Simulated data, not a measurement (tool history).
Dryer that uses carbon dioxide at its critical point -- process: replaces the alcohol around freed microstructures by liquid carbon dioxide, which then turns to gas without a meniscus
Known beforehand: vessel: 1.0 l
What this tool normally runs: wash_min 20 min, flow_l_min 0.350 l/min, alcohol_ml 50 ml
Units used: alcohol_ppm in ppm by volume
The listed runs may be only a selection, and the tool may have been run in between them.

run 1 hour=0.0 | wash_min=20 flow_l_min=0.350 alcohol_ml=50 | alcohol_ppm=382
run 2 hour=11.0 | wash_min=20 flow_l_min=0.350 alcohol_ml=50 | alcohol_ppm=375
run 3 hour=21.7 | wash_min=20 flow_l_min=0.350 alcohol_ml=50 | alcohol_ppm=391
run 4 hour=28.5 | wash_min=20 flow_l_min=0.350 alcohol_ml=50 | alcohol_ppm=405
run 5 hour=40.9 | wash_min=20 flow_l_min=0.350 alcohol_ml=50 | alcohol_ppm=387
run 6 hour=53.8 | wash_min=20 flow_l_min=0.350 alcohol_ml=50 | alcohol_ppm=399
run 7 hour=62.5 | wash_min=20 flow_l_min=0.350 alcohol_ml=50 | alcohol_ppm=395
run 8 hour=74.0 | wash_min=20 flow_l_min=0.350 alcohol_ml=50 | alcohol_ppm=397
run 9 hour=83.8 | wash_min=20 flow_l_min=0.350 alcohol_ml=50 | alcohol_ppm=422
run 10 hour=93.5 | wash_min=16 flow_l_min=0.350 alcohol_ml=61 | alcohol_ppm=1266
run 11 hour=101.7 | wash_min=20 flow_l_min=0.241 alcohol_ml=27 | alcohol_ppm=1023
run 12 hour=109.0 | wash_min=20 flow_l_min=0.241 alcohol_ml=27 | alcohol_ppm=1037
run 13 hour=117.6 | wash_min=15 flow_l_min=0.394 alcohol_ml=27 | alcohol_ppm=465
run 14 hour=130.3 | wash_min=15 flow_l_min=0.394 alcohol_ml=27 | alcohol_ppm=475
run 15 hour=136.5 | wash_min=14 flow_l_min=0.315 alcohol_ml=27 | alcohol_ppm=1327

5 options for the next run, each taken on its own from the tool as it stands now. Forecast them:
run A hour=146.1 | wash_min=30 flow_l_min=0.350 alcohol_ml=50 | alcohol_ppm=?
run B hour=146.1 | wash_min=18 flow_l_min=0.374 alcohol_ml=21 | alcohol_ppm=?
run C hour=146.1 | wash_min=14 flow_l_min=0.299 alcohol_ml=81 | alcohol_ppm=?
run D hour=146.1 | wash_min=21 flow_l_min=0.315 alcohol_ml=27 | alcohol_ppm=?
run E hour=146.1 | wash_min=14 flow_l_min=0.315 alcohol_ml=53 | alcohol_ppm=?

run=A alcohol_ppm=73
run=B alcohol_ppm=243
run=C alcohol_ppm=4562
run=D alcohol_ppm=320
run=E alcohol_ppm=2655
With no hidden state in the tool, these same runs would have given:
run=A alcohol_ppm=23
run=B alcohol_ppm=148
run=C alcohol_ppm=3550
run=D alcohol_ppm=197
run=E alcohol_ppm=2028

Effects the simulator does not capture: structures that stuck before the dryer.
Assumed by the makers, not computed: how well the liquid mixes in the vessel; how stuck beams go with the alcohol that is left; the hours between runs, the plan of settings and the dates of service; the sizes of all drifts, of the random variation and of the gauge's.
